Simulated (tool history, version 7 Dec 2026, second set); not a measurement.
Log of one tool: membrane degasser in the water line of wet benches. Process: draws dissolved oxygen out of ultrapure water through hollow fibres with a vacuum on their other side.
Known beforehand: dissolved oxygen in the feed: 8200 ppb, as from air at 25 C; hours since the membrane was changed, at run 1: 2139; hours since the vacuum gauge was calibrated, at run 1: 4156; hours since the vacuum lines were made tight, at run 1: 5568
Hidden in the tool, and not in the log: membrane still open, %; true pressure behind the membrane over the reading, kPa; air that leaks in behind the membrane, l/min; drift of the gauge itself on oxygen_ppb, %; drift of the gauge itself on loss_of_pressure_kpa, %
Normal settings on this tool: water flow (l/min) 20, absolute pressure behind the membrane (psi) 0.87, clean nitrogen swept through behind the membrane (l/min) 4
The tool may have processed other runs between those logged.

run,hour,water flow (l/min),absolute pressure behind the membrane (psi),clean nitrogen swept through behind the membrane (l/min),hours since the membrane was changed,hours since the vacuum gauge was calibrated,hours since the vacuum lines were made tight,dissolved oxygen in the water behind the degasser (ppb),pressure that the water loses in the fibres (psi)
1,0,20,0.87,4,2139,4156,5568,62.9,8.124
2,59.4,20,1.748,4,2199,4215,5628,135.7,8.132
3,94.9,20,1.606,4,2234,4251,5663,127,8.148
4,136.7,13,0.87,4,2276,4293,5705,28.3,5.333
5,168.1,13,0.87,4,2307,4324,5737,28.9,5.298
6,216.7,20,0.87,8.66,2356,4373,5785,43.2,8.134
7,255.6,20,0.87,8.66,2395,4411,5824,43.1,8.111
8,310.5,17,0.87,4,2450,4466,5879,44.2,6.94
9,346.5,20,0.87,2.32,2486,4502,5915,89.9,8.138
10,396.6,20,0.87,4,2536,4552,5965,64.1,8.115
11,447.4,20,0.87,4,2587,4603,6016,62.8,8.154
12,510,20,1.459,4,2649,4666,6078,114.4,8.167
13,537.4,20,0.87,3.28,2677,4693,6106,72,8.212
14,599,20,0.87,3.28,2738,4755,6167,71.5,8.205
15,653.5,20,0.87,11.7,2793,4809,6222,39.3,8.138
16,699.6,31,0.87,4,2839,4855,6268,206.1,12.743
17,736.1,31,0.87,4,2875,4892,6305,209.7,12.714
18,797.4,31,0.87,4,2937,4953,6366,210,12.669
19,856,26,0.87,4,2995,5012,6424,128.1,10.639
20,902.8,12,0.641,4,3042,5059,6471,13.3,4.921
21,930.7,20,0.87,2.37,3070,5087,6499,92.5,8.182
22,987.9,20,0.87,2.37,3127,5144,6556,90.6,8.215
23,1017.3,26,1.942,3.97,3157,5173,6586,245.7,10.639
# hour 1039: seals of the vacuum lines changed
24,1059.3,21,1.202,5.12,3197,5213,20,87.1,8.653

Forecast each of these 5 alternatives for the next run:
A,1104.6,15,1.346,7.49,3242,5258,66,?,?
B,1104.6,12,0.785,3.92,3242,5258,66,?,?
C,1104.6,20,1.842,4,3242,5258,66,?,?
D,1104.6,16,0.918,8.62,3242,5258,66,?,?
E,1104.6,28,1.71,5.12,3242,5258,66,?,?

run,dissolved oxygen in the water behind the degasser (ppb),pressure that the water loses in the fibres (psi)
A,37.9,6.173
B,20.8,4.917
C,144,8.174
D,24.3,6.583
E,222.4,11.417
The same runs, with their run-to-run variation unchanged, on a tool lacking any hidden condition would have given:
run,dissolved oxygen in the water behind the degasser (ppb),pressure that the water loses in the fibres (psi)
A,34.6,5.933
B,17.6,4.725
C,134.2,7.858
D,20.6,6.328
E,200.8,10.974
